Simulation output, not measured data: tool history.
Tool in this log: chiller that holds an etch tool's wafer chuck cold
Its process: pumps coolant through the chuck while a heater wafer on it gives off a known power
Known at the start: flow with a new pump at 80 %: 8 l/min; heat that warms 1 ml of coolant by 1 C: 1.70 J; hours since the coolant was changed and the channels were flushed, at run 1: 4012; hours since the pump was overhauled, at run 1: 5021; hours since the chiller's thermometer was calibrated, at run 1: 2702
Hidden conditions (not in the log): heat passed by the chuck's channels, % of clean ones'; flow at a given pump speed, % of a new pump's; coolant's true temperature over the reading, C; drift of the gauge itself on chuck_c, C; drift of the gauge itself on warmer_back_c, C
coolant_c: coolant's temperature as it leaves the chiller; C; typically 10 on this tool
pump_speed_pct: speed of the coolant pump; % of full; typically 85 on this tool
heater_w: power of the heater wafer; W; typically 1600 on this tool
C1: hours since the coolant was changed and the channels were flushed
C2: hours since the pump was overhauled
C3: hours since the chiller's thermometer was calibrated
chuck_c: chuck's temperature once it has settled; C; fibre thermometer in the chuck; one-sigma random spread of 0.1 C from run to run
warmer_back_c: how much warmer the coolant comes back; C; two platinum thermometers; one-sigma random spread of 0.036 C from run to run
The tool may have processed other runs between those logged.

Run 1, hour 0: usual settings; C1 4012; C2 5021; C3 2702. Result: chuck_c 33 C, warmer_back_c 7.49 C.
Run 2, hour 178.6: usual settings but pump_speed_pct 83 % of full; C1 4191; C2 5199; C3 2880. Result: chuck_c 33.7 C, warmer_back_c 7.68 C.
Run 3, hour 372.8: usual settings but pump_speed_pct 83 % of full; C1 4385; C2 5393; C3 3075. Result: chuck_c 33.7 C, warmer_back_c 7.79 C.
Run 4, hour 471.2: usual settings; C1 4483; C2 5492; C3 3173. Result: chuck_c 33.5 C, warmer_back_c 7.57 C.
Run 5, hour 614.2: usual settings; C1 4626; C2 5635; C3 3316. Result: chuck_c 33.7 C, warmer_back_c 7.49 C.
Run 6, hour 709.5: usual settings; C1 4721; C2 5730; C3 3411. Result: chuck_c 33.9 C, warmer_back_c 7.54 C.
Run 7, hour 886.2: usual settings; C1 4898; C2 5907; C3 3588. Result: chuck_c 34 C, warmer_back_c 7.59 C.
At hour 902.9: coolant changed, channels flushed.
At hour 988.8: chiller's thermometer calibrated.
Run 8, hour 1048.5: usual settings but heater_w 897 W; C1 145; C2 6062; C3 60. Result: chuck_c 21.7 C, warmer_back_c 4.27 C.
Run 9, hour 1222.5: usual settings but heater_w 897 W; C1 319; C2 6236; C3 234. Result: chuck_c 22 C, warmer_back_c 4.3 C.
Run 10, hour 1393.2: usual settings but pump_speed_pct 63 % of full; C1 489; C2 6407; C3 404. Result: chuck_c 36.2 C, warmer_back_c 10.53 C.
Run 11, hour 1498.6: usual settings but pump_speed_pct 63 % of full; C1 595; C2 6512; C3 510. Result: chuck_c 36.5 C, warmer_back_c 10.65 C.
Run 12, hour 1663.5: usual settings but pump_speed_pct 63 % of full; C1 760; C2 6677; C3 675. Result: chuck_c 36.6 C, warmer_back_c 10.67 C.
Run 13, hour 1830.7: usual settings but pump_speed_pct 63 % of full; C1 927; C2 6844; C3 842. Result: chuck_c 36.8 C, warmer_back_c 10.7 C.
Run 14, hour 1927.7: usual settings but pump_speed_pct 63 % of full; C1 1024; C2 6941; C3 939. Result: chuck_c 36.8 C, warmer_back_c 10.76 C.
Run 15, hour 2127.3: usual settings but pump_speed_pct 75 % of full; C1 1223; C2 7141; C3 1138. Result: chuck_c 34.2 C, warmer_back_c 9.08 C.
Run 16, hour 2256.4: usual settings; C1 1352; C2 7270; C3 1268. Result: chuck_c 32.2 C, warmer_back_c 7.93 C.
Run 17, hour 2357.5: usual settings; C1 1454; C2 7371; C3 1369. Result: chuck_c 32.4 C, warmer_back_c 7.89 C.
Run 18, hour 2491.2: usual settings; C1 1587; C2 7505; C3 1502. Result: chuck_c 32.7 C, warmer_back_c 7.98 C.
Run 19, hour 2654.5: usual settings but pump_speed_pct 63 % of full, heater_w 1710 W; C1 1751; C2 7668; C3 1666. Result: chuck_c 39.8 C, warmer_back_c 11.78 C.
Run 20, hour 2813.5: usual settings but pump_speed_pct 63 % of full, heater_w 1710 W; C1 1910; C2 7827; C3 1825. Result: chuck_c 39.9 C, warmer_back_c 11.79 C.
Run 21, hour 2952.1: usual settings but pump_speed_pct 63 % of full, heater_w 1710 W; C1 2048; C2 7966; C3 1963. Result: chuck_c 40.2 C, warmer_back_c 11.85 C.
Run 22, hour 3081.2: usual settings but coolant_c 19 C, pump_speed_pct 61 % of full, heater_w 1582 W; C1 2177; C2 8095; C3 2092. Result: chuck_c 47.7 C, warmer_back_c 11.4 C.
Run 23, hour 3251.1: usual settings but coolant_c 19 C, pump_speed_pct 61 % of full, heater_w 1582 W; C1 2347; C2 8265; C3 2262. Result: chuck_c 47.9 C, warmer_back_c 11.41 C.
Run 24, hour 3393.1: usual settings but coolant_c 19 C, pump_speed_pct 61 % of full, heater_w 1582 W; C1 2489; C2 8407; C3 2404. Result: chuck_c 48.1 C, warmer_back_c 11.42 C.
Run 25, hour 3488.7: usual settings but coolant_c 19 C, pump_speed_pct 73 % of full, heater_w 1179 W; C1 2585; C2 8502; C3 2500. Result: chuck_c 38.4 C, warmer_back_c 7.06 C.
Run 26, hour 3665.7: usual settings but coolant_c 19 C, pump_speed_pct 65 % of full, heater_w 1224 W; C1 2762; C2 8679; C3 2677. Result: chuck_c 41 C, warmer_back_c 8.34 C.
Run 27, hour 3853.6: usual settings but coolant_c 11 C, pump_speed_pct 83 % of full, heater_w 1611 W; C1 2950; C2 8867; C3 2865. Result: chuck_c 35.8 C, warmer_back_c 8.51 C.
At hour 3884.4: coolant pump overhauled.
Run 28, hour 3950.5: usual settings but coolant_c 5 C, pump_speed_pct 77 % of full, heater_w 1103 W; C1 3042; C2 66; C3 2957. Result: chuck_c 20.5 C, warmer_back_c 5.06 C.
Run 29, hour 4066.7: usual settings but coolant_c 13 C, pump_speed_pct 69 % of full; C1 3158; C2 182; C3 3073. Result: chuck_c 37.1 C, warmer_back_c 8.26 C.

Run 30, settings as shown, results not yet in. Your forecast:
Run 30, hour 4157.9: usual settings but coolant_c 13 C, pump_speed_pct 62 % of full, heater_w 893 W; C1 3249; C2 273; C3 3164. Result: chuck_c ?, warmer_back_c ?.

Run 30 produced chuck_c 27.8 C, warmer_back_c 5.11 C.
Had the tool carried no hidden state, the very same run would have given chuck_c 26.1 C, warmer_back_c 5.08 C.

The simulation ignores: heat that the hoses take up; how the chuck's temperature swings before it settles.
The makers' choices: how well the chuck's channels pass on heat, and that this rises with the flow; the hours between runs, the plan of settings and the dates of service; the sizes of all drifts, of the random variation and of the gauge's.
